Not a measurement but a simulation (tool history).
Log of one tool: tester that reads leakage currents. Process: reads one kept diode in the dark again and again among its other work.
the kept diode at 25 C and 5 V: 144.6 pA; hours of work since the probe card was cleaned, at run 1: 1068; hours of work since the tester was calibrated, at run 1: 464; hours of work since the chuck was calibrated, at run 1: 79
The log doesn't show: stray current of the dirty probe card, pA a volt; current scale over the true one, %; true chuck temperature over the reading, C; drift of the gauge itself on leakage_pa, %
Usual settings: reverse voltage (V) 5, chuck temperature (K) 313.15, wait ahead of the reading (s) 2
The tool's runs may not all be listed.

run,hour,reverse voltage (V),chuck temperature (K),wait ahead of the reading (s),hours of work since the probe card was cleaned,hours of work since the tester was calibrated,hours of work since the chuck was calibrated,current that the tester gives (pA)
1,0,5,313.15,2,1068,464,79,540.01
2,48.4,5,313.15,2,1095,491,106,537.77
3,75.8,5,313.15,2,1110,507,122,539.54
4,123.8,5,313.15,2,1138,534,149,545.9
5,176.2,5,313.15,2,1167,563,178,547.05
6,218.7,5,313.15,0.91,1191,587,202,548.21
7,263.2,5,313.15,2,1216,613,228,550.28
8,310.5,5,313.15,2,1243,639,254,551.36
9,362.1,11.02,313.15,2,1272,668,284,772.85
10,391.9,5,313.15,2,1289,685,300,553.71
11,431.9,5,313.15,2,1312,708,323,557.92
12,483.1,5,313.15,2,1341,737,352,562.79
13,536.7,5,313.15,2,1371,767,382,560.88
14,581.8,5,313.15,2,1396,793,408,565.63
15,609.5,5,313.15,2,1412,808,423,566.43
16,638.7,5,313.15,2,1429,825,440,566.62
17,664.5,5,313.15,2,1443,839,454,566.6
18,717.6,5,313.15,2,1473,869,484,569.88
19,762.7,5,313.15,0.45,1499,895,510,574.45
20,791.4,5,313.15,2,1515,911,526,572.38
21,824.1,3.01,295.15,0.63,1533,930,545,103.26
22,864.2,5,306.15,1,1556,952,567,326.05
23,905.3,1.02,307.15,0.87,1579,976,591,181.74
24,933.7,4.07,296.15,1.3,1595,992,607,128.98
25,963.9,5.51,319.15,1.8,1612,1009,624,974.28
26,1017.4,5.51,319.15,1.8,1643,1039,654,979.27
27,1054.4,5.51,319.15,1.8,1664,1060,675,976.32
28,1077.9,2.44,298.15,1.8,1677,1073,688,123.33
29,1101.6,5,298.15,5.07,1690,1087,702,170.71
30,1129.3,5,323.15,2,1706,1102,717,1285.42
31,1179.4,2.45,313.15,2,1734,1131,746,437.55
32,1208.8,3.45,313.15,2.6,1751,1147,762,507.36
# hour 1223.4: chuck's temperature calibrated
33,1245.3,3.45,313.15,2.6,1770,1167,12,457.27
34,1296.2,5.24,312.15,2,1799,1195,41,505.92
35,1326.1,5.24,312.15,2,1816,1212,58,508.87
36,1348.3,16.12,312.15,2,1829,1225,71,826.48
37,1384.1,1.01,313.15,0.84,1849,1245,91,275.74
# hour 1396.6: probe card cleaned and baked
38,1439,3.96,300.15,5.77,24,1274,120,158.17
39,1478.2,18.66,323.15,2.55,46,1297,142,2032.17
40,1529.9,18.66,323.15,2.55,75,1326,172,2035.47

Hidden state or all else? Some run-to-run changes of current that the tester gives (pA), split into what the settings, what came in and random variation would give without the hidden state, and what is left for the hidden state (with any gauge scatter that isn't in both results):
Run 27 -> 28: reverse voltage (V) 5.51 -> 2.44, chuck temperature (K) 319.15 -> 298.15. current that the tester gives (pA) -852.99: hidden state -68.84, all else -784.15.
Run 29 -> 30: chuck temperature (K) 298.15 -> 323.15, wait ahead of the reading (s) 5.07 -> 2. current that the tester gives (pA) +1114.71: hidden state +85.42, all else +1029.29.
Run 30 -> 31: reverse voltage (V) 5 -> 2.45, chuck temperature (K) 323.15 -> 313.15. current that the tester gives (pA) -847.87: hidden state -67.95, all else -779.92.
Run 38 -> 39: reverse voltage (V) 3.96 -> 18.66, chuck temperature (K) 300.15 -> 323.15, wait ahead of the reading (s) 5.77 -> 2.55. current that the tester gives (pA) +1874: hidden state +13.28, all else +1860.72.

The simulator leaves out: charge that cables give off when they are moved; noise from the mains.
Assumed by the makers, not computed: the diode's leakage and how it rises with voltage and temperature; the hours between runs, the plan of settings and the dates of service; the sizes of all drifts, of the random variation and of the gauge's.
